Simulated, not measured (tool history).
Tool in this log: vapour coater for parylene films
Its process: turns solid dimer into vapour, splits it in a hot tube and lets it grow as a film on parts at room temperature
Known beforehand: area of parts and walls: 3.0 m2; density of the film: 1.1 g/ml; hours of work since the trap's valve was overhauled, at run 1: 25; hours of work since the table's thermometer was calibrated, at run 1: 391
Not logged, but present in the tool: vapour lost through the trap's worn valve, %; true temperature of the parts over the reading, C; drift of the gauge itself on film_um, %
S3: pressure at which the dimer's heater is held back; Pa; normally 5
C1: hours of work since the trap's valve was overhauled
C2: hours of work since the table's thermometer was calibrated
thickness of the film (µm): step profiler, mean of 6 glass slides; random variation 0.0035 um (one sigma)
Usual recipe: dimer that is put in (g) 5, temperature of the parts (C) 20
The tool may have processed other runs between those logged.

run 1 day=0 | dimer_that_is_put_in_(g)=5 temperature_of_the_parts_(C)=20 S3=5 | C1=25 C2=391 | thickness_of_the_film_(µm)=1.215
run 2 day=1.667 | dimer_that_is_put_in_(g)=5 temperature_of_the_parts_(C)=20 S3=5 | C1=42 C2=408 | thickness_of_the_film_(µm)=1.208
run 3 day=2.954 | dimer_that_is_put_in_(g)=5 temperature_of_the_parts_(C)=20 S3=11.22 | C1=55 C2=421 | thickness_of_the_film_(µm)=1.018
run 4 day=4.412 | dimer_that_is_put_in_(g)=5 temperature_of_the_parts_(C)=20 S3=11.22 | C1=70 C2=436 | thickness_of_the_film_(µm)=1.015
run 5 day=5.55 | dimer_that_is_put_in_(g)=5 temperature_of_the_parts_(C)=20 S3=11.22 | C1=82 C2=448 | thickness_of_the_film_(µm)=1.013
run 6 day=7.275 | dimer_that_is_put_in_(g)=5 temperature_of_the_parts_(C)=20 S3=5 | C1=99 C2=466 | thickness_of_the_film_(µm)=1.2
run 7 day=8.425 | dimer_that_is_put_in_(g)=5 temperature_of_the_parts_(C)=20 S3=5 | C1=111 C2=477 | thickness_of_the_film_(µm)=1.196
run 8 day=10.108 | dimer_that_is_put_in_(g)=5 temperature_of_the_parts_(C)=32 S3=5 | C1=129 C2=495 | thickness_of_the_film_(µm)=0.864
run 9 day=11.808 | dimer_that_is_put_in_(g)=5 temperature_of_the_parts_(C)=15 S3=5 | C1=146 C2=512 | thickness_of_the_film_(µm)=1.367
run 10 day=12.912 | dimer_that_is_put_in_(g)=5 temperature_of_the_parts_(C)=15 S3=5 | C1=157 C2=524 | thickness_of_the_film_(µm)=1.358
run 11 day=14.621 | dimer_that_is_put_in_(g)=5 temperature_of_the_parts_(C)=15 S3=5 | C1=175 C2=541 | thickness_of_the_film_(µm)=1.357
run 12 day=16.342 | dimer_that_is_put_in_(g)=5 temperature_of_the_parts_(C)=15 S3=5 | C1=193 C2=559 | thickness_of_the_film_(µm)=1.36
run 13 day=18.079 | dimer_that_is_put_in_(g)=5 temperature_of_the_parts_(C)=26 S3=3.51 | C1=211 C2=577 | thickness_of_the_film_(µm)=1.083
run 14 day=19.308 | dimer_that_is_put_in_(g)=5 temperature_of_the_parts_(C)=27 S3=10.93 | C1=223 C2=589 | thickness_of_the_film_(µm)=0.835
run 15 day=20.221 | dimer_that_is_put_in_(g)=4 temperature_of_the_parts_(C)=27 S3=9.95 | C1=233 C2=599 | thickness_of_the_film_(µm)=0.684
run 16 day=21.371 | dimer_that_is_put_in_(g)=5 temperature_of_the_parts_(C)=31 S3=9.95 | C1=244 C2=611 | thickness_of_the_film_(µm)=0.759
run 17 day=23.092 | dimer_that_is_put_in_(g)=6 temperature_of_the_parts_(C)=20 S3=5 | C1=262 C2=628 | thickness_of_the_film_(µm)=1.413
run 18 day=24.717 | dimer_that_is_put_in_(g)=7 temperature_of_the_parts_(C)=17 S3=3.51 | C1=279 C2=645 | thickness_of_the_film_(µm)=1.919
run 19 day=26.146 | dimer_that_is_put_in_(g)=7 temperature_of_the_parts_(C)=17 S3=3.51 | C1=294 C2=660 | thickness_of_the_film_(µm)=1.914
run 20 day=27.796 | dimer_that_is_put_in_(g)=7 temperature_of_the_parts_(C)=17 S3=3.51 | C1=310 C2=677 | thickness_of_the_film_(µm)=1.916
run 21 day=29.492 | dimer_that_is_put_in_(g)=5 temperature_of_the_parts_(C)=14 S3=6.75 | C1=328 C2=694 | thickness_of_the_film_(µm)=1.284
run 22 day=31 | dimer_that_is_put_in_(g)=8 temperature_of_the_parts_(C)=26 S3=6.75 | C1=343 C2=710 | thickness_of_the_film_(µm)=1.488
run 23 day=31.867 | dimer_that_is_put_in_(g)=2 temperature_of_the_parts_(C)=22 S3=5.4 | C1=352 C2=718 | thickness_of_the_film_(µm)=0.431
run 24 day=33.188 | dimer_that_is_put_in_(g)=6 temperature_of_the_parts_(C)=14 S3=3.12 | C1=366 C2=732 | thickness_of_the_film_(µm)=1.691

For some of the steps in thickness of the film (µm) from one run to the next: how much would appear even if the tool had no hidden state, given the settings, what came in and random variation, and how much remains for the hidden state plus any gauge scatter that the measured result and the result without hidden state don't share?
Run 22 -> 23: dimer that is put in (g) 8 -> 2, temperature of the parts (C) 26 -> 22, S3 6.75 -> 5.4. thickness of the film (µm) -1.057: hidden state +0.041, all else -1.098.
Run 23 -> 24: dimer that is put in (g) 2 -> 6, temperature of the parts (C) 22 -> 14, S3 5.4 -> 3.12. thickness of the film (µm) +1.26: hidden state -0.067, all else +1.327.
